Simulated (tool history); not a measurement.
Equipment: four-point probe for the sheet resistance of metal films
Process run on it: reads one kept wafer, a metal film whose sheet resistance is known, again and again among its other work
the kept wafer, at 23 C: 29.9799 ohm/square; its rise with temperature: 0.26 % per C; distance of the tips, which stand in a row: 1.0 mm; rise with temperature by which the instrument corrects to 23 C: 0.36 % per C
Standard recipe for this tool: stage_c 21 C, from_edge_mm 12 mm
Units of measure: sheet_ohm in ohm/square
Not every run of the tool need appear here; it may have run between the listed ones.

{"run": 1, "day": 0.0, "stage_c": 21, "from_edge_mm": 12, "sheet_ohm": 30.259273}
{"run": 2, "day": 2.079, "stage_c": 21, "from_edge_mm": 14, "sheet_ohm": 30.231759}
{"run": 3, "day": 3.621, "stage_c": 26, "from_edge_mm": 14, "sheet_ohm": 30.09295}
{"run": 4, "day": 6.583, "stage_c": 21, "from_edge_mm": 12, "sheet_ohm": 30.26805}
{"run": 5, "day": 9.225, "stage_c": 21, "from_edge_mm": 12, "sheet_ohm": 30.268619}
{"run": 6, "day": 11.458, "stage_c": 20, "from_edge_mm": 12, "sheet_ohm": 30.304997}
{"run": 7, "day": 14.088, "stage_c": 20, "from_edge_mm": 12, "sheet_ohm": 30.312471}
{"run": 8, "day": 15.446, "stage_c": 21, "from_edge_mm": 12, "sheet_ohm": 30.30296}
{"run": 9, "day": 16.888, "stage_c": 21, "from_edge_mm": 12, "sheet_ohm": 30.276995}
{"run": 10, "day": 19.104, "stage_c": 20, "from_edge_mm": 12, "sheet_ohm": 30.311369}
{"run": 11, "day": 21.279, "stage_c": 31, "from_edge_mm": 15, "sheet_ohm": 29.959836}
{"run": 12, "day": 23.142, "stage_c": 31, "from_edge_mm": 20, "sheet_ohm": 29.936572}
{"run": 13, "day": 25.654, "stage_c": 33, "from_edge_mm": 8, "sheet_ohm": 30.112844}
{"run": 14, "day": 27.221, "stage_c": 21, "from_edge_mm": 4, "sheet_ohm": 31.177929}
{"run": 15, "day": 29.254, "stage_c": 22, "from_edge_mm": 5, "sheet_ohm": 30.808184}
{"run": 16, "day": 32.012, "stage_c": 22, "from_edge_mm": 5, "sheet_ohm": 30.804125}
{"run": 17, "day": 33.417, "stage_c": 25, "from_edge_mm": 40, "sheet_ohm": 30.108263}
{"run": 18, "day": 34.762, "stage_c": 19, "from_edge_mm": 17, "sheet_ohm": 30.326451}
{"run": 19, "day": 36.971, "stage_c": 19, "from_edge_mm": 66, "sheet_ohm": 30.265836}
{"run": 20, "day": 38.825, "stage_c": 32, "from_edge_mm": 18, "sheet_ohm": 29.956533}

Below, some changes in sheet_ohm between adjacent runs. For each, the amount present without the hidden state too (settings, incoming material, random variation) and the amount remaining for the hidden state with gauge scatter not shared by both compared results:
Unlogged tool condition in this case: inner tips' distance over the nominal, %; tips' flats over new ones', %; wafer's true temperature over the reading, C; drift of the gauge itself on sheet_ohm, %.
Run 3 -> 4: stage_c 26 -> 21, from_edge_mm 14 -> 12. sheet_ohm +0.1751 ohm/square: hidden state +0.005733, all else +0.169367.
Run 13 -> 14: stage_c 33 -> 21, from_edge_mm 8 -> 4. sheet_ohm +1.065085 ohm/square: hidden state +0.006492, all else +1.058593.
Run 16 -> 17: stage_c 22 -> 25, from_edge_mm 5 -> 40. sheet_ohm -0.695862 ohm/square: hidden state -0.000715, all else -0.695147.

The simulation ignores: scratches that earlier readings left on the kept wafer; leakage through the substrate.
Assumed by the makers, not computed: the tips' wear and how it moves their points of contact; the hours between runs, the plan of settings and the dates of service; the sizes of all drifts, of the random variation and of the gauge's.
